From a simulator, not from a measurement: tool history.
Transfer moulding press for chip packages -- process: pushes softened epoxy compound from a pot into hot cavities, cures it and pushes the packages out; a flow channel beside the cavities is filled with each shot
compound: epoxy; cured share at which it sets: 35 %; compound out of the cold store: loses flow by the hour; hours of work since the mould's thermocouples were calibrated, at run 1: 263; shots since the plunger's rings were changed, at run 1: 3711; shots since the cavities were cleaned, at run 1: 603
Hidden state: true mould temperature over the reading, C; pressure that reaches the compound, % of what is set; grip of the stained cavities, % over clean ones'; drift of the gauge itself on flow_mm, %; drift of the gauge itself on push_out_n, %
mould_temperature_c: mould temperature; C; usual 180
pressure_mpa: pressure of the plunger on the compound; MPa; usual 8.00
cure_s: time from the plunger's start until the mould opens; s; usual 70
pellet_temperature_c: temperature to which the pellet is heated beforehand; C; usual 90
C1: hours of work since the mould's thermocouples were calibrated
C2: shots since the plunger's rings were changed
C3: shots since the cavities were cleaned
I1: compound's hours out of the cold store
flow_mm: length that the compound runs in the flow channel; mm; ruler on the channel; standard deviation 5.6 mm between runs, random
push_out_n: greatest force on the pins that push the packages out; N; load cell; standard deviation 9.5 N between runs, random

Run 1, hour 0.0: usual settings; C1 263; C2 3711; C3 603; I1 24.9. Result: flow_mm 601 mm, push_out_n 726 N.
Run 2, hour 19.2: usual settings; C1 271; C2 3913; C3 805; I1 38.3. Result: flow_mm 554 mm, push_out_n 772 N.
Run 3, hour 36.4: usual settings; C1 278; C2 4093; C3 985; I1 17.4. Result: flow_mm 613 mm, push_out_n 900 N.
At hour 49.3: cavities cleaned with cleaning compound and waxed.
Run 4, hour 55.7: usual settings; C1 285; C2 4280; C3 68; I1 42.2. Result: flow_mm 535 mm, push_out_n 489 N.
Run 5, hour 72.3: usual settings; C1 292; C2 4455; C3 243; I1 18.5. Result: flow_mm 599 mm, push_out_n 625 N.
Run 6, hour 82.2: usual settings; C1 296; C2 4559; C3 347; I1 31.1. Result: flow_mm 568 mm, push_out_n 639 N.
Run 7, hour 99.9: usual settings but mould_temperature_c 186 C; C1 303; C2 4745; C3 533; I1 22.3. Result: flow_mm 589 mm, push_out_n 580 N.
Run 8, hour 118.2: usual settings; C1 311; C2 4937; C3 725; I1 38.5. Result: flow_mm 549 mm, push_out_n 763 N.
Run 9, hour 137.3: usual settings; C1 319; C2 5137; C3 925; I1 27.0. Result: flow_mm 575 mm, push_out_n 850 N.
Run 10, hour 152.9: usual settings but cure_s 97 s; C1 325; C2 5301; C3 1089; I1 9.8. Result: flow_mm 625 mm, push_out_n 612 N.
At hour 156.2: cavities cleaned with cleaning compound and waxed.
Run 11, hour 168.3: usual settings but cure_s 97 s; C1 331; C2 5447; C3 127; I1 42.5. Result: flow_mm 524 mm, push_out_n 390 N.
Run 12, hour 187.0: usual settings but cure_s 97 s; C1 339; C2 5643; C3 323; I1 29.8. Result: flow_mm 556 mm, push_out_n 451 N.
Run 13, hour 198.2: usual settings but mould_temperature_c 175 C, pressure_mpa 6.45 MPa, pellet_temperature_c 98 C; C1 343; C2 5762; C3 442; I1 45.4. Result: flow_mm 470 mm, push_out_n 847 N.
Run 14, hour 216.1: usual settings but mould_temperature_c 175 C, pressure_mpa 6.45 MPa, pellet_temperature_c 98 C; C1 351; C2 5950; C3 630; I1 25.7. Result: flow_mm 523 mm, push_out_n 1013 N.
Run 15, hour 229.5: usual settings but mould_temperature_c 187 C, cure_s 72 s, pellet_temperature_c 80 C; C1 356; C2 6090; C3 770; I1 28.1. Result: flow_mm 556 mm, push_out_n 611 N.
Run 16, hour 249.5: usual settings but mould_temperature_c 187 C, cure_s 72 s, pellet_temperature_c 80 C; C1 364; C2 6300; C3 980; I1 30.1. Result: flow_mm 542 mm, push_out_n 652 N.
At hour 263.4: cavities cleaned with cleaning compound and waxed.
At hour 270.2: plunger's sealing rings changed.
Run 17, hour 274.4: usual settings but mould_temperature_c 175 C, pressure_mpa 8.10 MPa, cure_s 58 s; C1 373; C2 45; C3 90; I1 38.6. Result: flow_mm 613 mm, push_out_n 1001 N.
Run 18, hour 295.5: usual settings but cure_s 94 s; C1 382; C2 266; C3 311; I1 47.6. Result: flow_mm 563 mm, push_out_n 444 N.
Run 19, hour 306.3: usual settings but cure_s 94 s, pellet_temperature_c 82 C; C1 386; C2 379; C3 424; I1 37.3. Result: flow_mm 593 mm, push_out_n 478 N.
At hour 323.3: mould's thermocouples calibrated.
Run 20, hour 324.6: usual settings but pressure_mpa 9.46 MPa, pellet_temperature_c 96 C; C1 1; C2 551; C3 596; I1 43.5. Result: flow_mm 620 mm, push_out_n 697 N.
Run 21, hour 344.7: usual settings but mould_temperature_c 186 C; C1 9; C2 762; C3 807; I1 29.9. Result: flow_mm 602 mm, push_out_n 632 N.
Run 22, hour 357.2: usual settings but mould_temperature_c 173 C, pellet_temperature_c 93 C; C1 14; C2 893; C3 938; I1 20.7. Result: flow_mm 651 mm, push_out_n 1251 N.

Here are 4 independent what-if runs from the current tool condition. What would each one return?
At hour 375.5: cavities cleaned with cleaning compound and waxed.
Run A, hour 376.7: usual settings but mould_temperature_c 173 C, cure_s 89 s, pellet_temperature_c 97 C; C1 21; C2 1083; C3 14; I1 22.7. Result: flow_mm ?, push_out_n ?.
At hour 375.5: cavities cleaned with cleaning compound and waxed.
Run B, hour 376.7: usual settings but pressure_mpa 7.78 MPa; C1 21; C2 1083; C3 14; I1 47.3. Result: flow_mm ?, push_out_n ?.
At hour 375.5: cavities cleaned with cleaning compound and waxed.
Run C, hour 376.7: usual settings but mould_temperature_c 176 C, pressure_mpa 6.61 MPa, cure_s 57 s, pellet_temperature_c 93 C; C1 21; C2 1083; C3 14; I1 35.3. Result: flow_mm ?, push_out_n ?.
At hour 375.5: cavities cleaned with cleaning compound and waxed.
Run D, hour 376.7: usual settings but mould_temperature_c 185 C; C1 21; C2 1083; C3 14; I1 45.2. Result: flow_mm ?, push_out_n ?.

run  flow_mm  push_out_n
  A      646         421
  B      554         420
  C      550         869
  D      554         374
With no hidden state in the tool, these same runs would have given:
run  flow_mm  push_out_n
  A      659         413
  B      565         411
  C      561         853
  D      564         364
